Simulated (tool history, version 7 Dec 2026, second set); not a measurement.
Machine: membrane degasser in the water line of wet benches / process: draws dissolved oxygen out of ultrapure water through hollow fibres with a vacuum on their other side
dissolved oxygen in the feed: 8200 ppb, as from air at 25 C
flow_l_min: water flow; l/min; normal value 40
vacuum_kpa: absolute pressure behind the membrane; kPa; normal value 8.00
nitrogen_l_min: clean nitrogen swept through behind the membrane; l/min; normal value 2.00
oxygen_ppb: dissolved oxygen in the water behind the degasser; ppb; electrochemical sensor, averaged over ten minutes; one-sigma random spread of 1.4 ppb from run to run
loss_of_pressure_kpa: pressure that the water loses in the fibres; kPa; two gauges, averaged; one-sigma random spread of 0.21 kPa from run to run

| run | hour | flow_l_min | vacuum_kpa | nitrogen_l_min | oxygen_ppb | loss_of_pressure_kpa |
|---|---|---|---|---|---|---|
| 1 | 0.0 | 40 | 8.00 | 2.00 | 228.6 | 47.98 |
| 2 | 109.4 | 40 | 8.00 | 2.00 | 227.6 | 48.24 |
| 3 | 214.4 | 40 | 8.00 | 1.91 | 232.1 | 48.30 |
| 4 | 267.1 | 61 | 8.00 | 2.00 | 359.7 | 73.10 |
| 5 | 363.2 | 40 | 17.14 | 2.00 | 598.4 | 48.11 |
| 6 | 447.6 | 40 | 17.14 | 2.00 | 597.9 | 47.59 |
| 7 | 519.8 | 40 | 8.00 | 2.44 | 190.8 | 48.07 |
| 8 | 575.7 | 32 | 8.00 | 2.44 | 151.9 | 38.21 |
| 9 | 634.1 | 32 | 8.00 | 1.59 | 221.3 | 38.63 |
| 10 | 709.9 | 32 | 8.00 | 1.59 | 221.3 | 38.67 |
|  | 744.7 | vacuum gauge calibrated |
| 11 | 768.4 | 40 | 8.00 | 2.34 | 190.4 | 48.28 |
| 12 | 866.9 | 40 | 8.00 | 2.00 | 219.0 | 48.03 |
| 13 | 976.1 | 40 | 8.00 | 2.00 | 219.9 | 47.97 |
| 14 | 1037.6 | 40 | 8.00 | 2.00 | 219.9 | 48.30 |
| 15 | 1083.3 | 40 | 5.89 | 2.00 | 127.1 | 48.21 |
| 16 | 1167.1 | 40 | 10.20 | 2.00 | 310.6 | 48.13 |
| 17 | 1235.9 | 40 | 10.20 | 2.00 | 312.7 | 48.55 |
| 18 | 1337.0 | 28 | 8.00 | 5.28 | 62.6 | 33.92 |
| 19 | 1406.2 | 28 | 8.00 | 5.28 | 62.9 | 33.91 |
| 20 | 1472.2 | 31 | 8.00 | 1.61 | 203.6 | 37.44 |
| 21 | 1545.9 | 60 | 6.81 | 1.17 | 394.5 | 72.50 |
| 22 | 1626.0 | 47 | 14.06 | 2.00 | 543.0 | 57.17 |
| 23 | 1676.4 | 47 | 14.06 | 2.00 | 544.5 | 56.90 |
| 24 | 1735.0 | 26 | 7.08 | 4.07 | 60.6 | 31.71 |
| 25 | 1818.1 | 26 | 13.46 | 3.52 | 180.4 | 31.52 |
| 26 | 1900.4 | 30 | 6.91 | 0.85 | 264.2 | 36.25 |
| 27 | 1966.1 | 37 | 8.00 | 2.00 | 203.4 | 44.74 |
| 28 | 2066.3 | 37 | 8.00 | 2.00 | 204.6 | 44.60 |
| 29 | 2152.6 | 40 | 8.00 | 2.00 | 222.1 | 48.70 |
| 30 | 2216.8 | 34 | 14.90 | 1.52 | 554.4 | 41.43 |
| 31 | 2308.2 | 33 | 9.98 | 4.43 | 123.9 | 40.17 |
| 32 | 2385.5 | 40 | 6.79 | 2.00 | 168.7 | 48.41 |
| 33 | 2441.3 | 29 | 5.18 | 1.21 | 105.7 | 35.39 |

Below, some changes in oxygen_ppb between adjacent runs. For each, the amount present without the hidden state too (settings, incoming material, random variation) and the amount remaining for the hidden state with gauge scatter not shared by both compared results:
The tool's hidden condition here consists of: membrane still open, %; true pressure behind the membrane over the reading, kPa; air that leaks in behind the membrane, l/min; drift of the gauge itself on oxygen_ppb, %; drift of the gauge itself on loss_of_pressure_kpa, %.
Run 3 -> 4: flow_l_min 40 -> 61, nitrogen_l_min 1.91 -> 2.00. oxygen_ppb +127.6 ppb: hidden state +5.7, all else +121.9.
Run 4 -> 5: flow_l_min 61 -> 40, vacuum_kpa 8.00 -> 17.14. oxygen_ppb +238.7 ppb: hidden state -5.8, all else +244.5.
Run 6 -> 7: vacuum_kpa 17.14 -> 8.00, nitrogen_l_min 2.00 -> 2.44. oxygen_ppb -407.1 ppb: hidden state -0.9, all else -406.2.
Run 10 -> 11: flow_l_min 32 -> 40, nitrogen_l_min 1.59 -> 2.34, vacuum gauge calibrated. oxygen_ppb -30.9 ppb: hidden state -8.0, all else -22.9.
Run 23 -> 24: flow_l_min 47 -> 26, vacuum_kpa 14.06 -> 7.08, nitrogen_l_min 2.00 -> 4.07. oxygen_ppb -483.9 ppb: hidden state -2.5, all else -481.4.
Run 30 -> 31: flow_l_min 34 -> 33, vacuum_kpa 14.90 -> 9.98, nitrogen_l_min 1.52 -> 4.43. oxygen_ppb -430.5 ppb: hidden state -1.0, all else -429.5.

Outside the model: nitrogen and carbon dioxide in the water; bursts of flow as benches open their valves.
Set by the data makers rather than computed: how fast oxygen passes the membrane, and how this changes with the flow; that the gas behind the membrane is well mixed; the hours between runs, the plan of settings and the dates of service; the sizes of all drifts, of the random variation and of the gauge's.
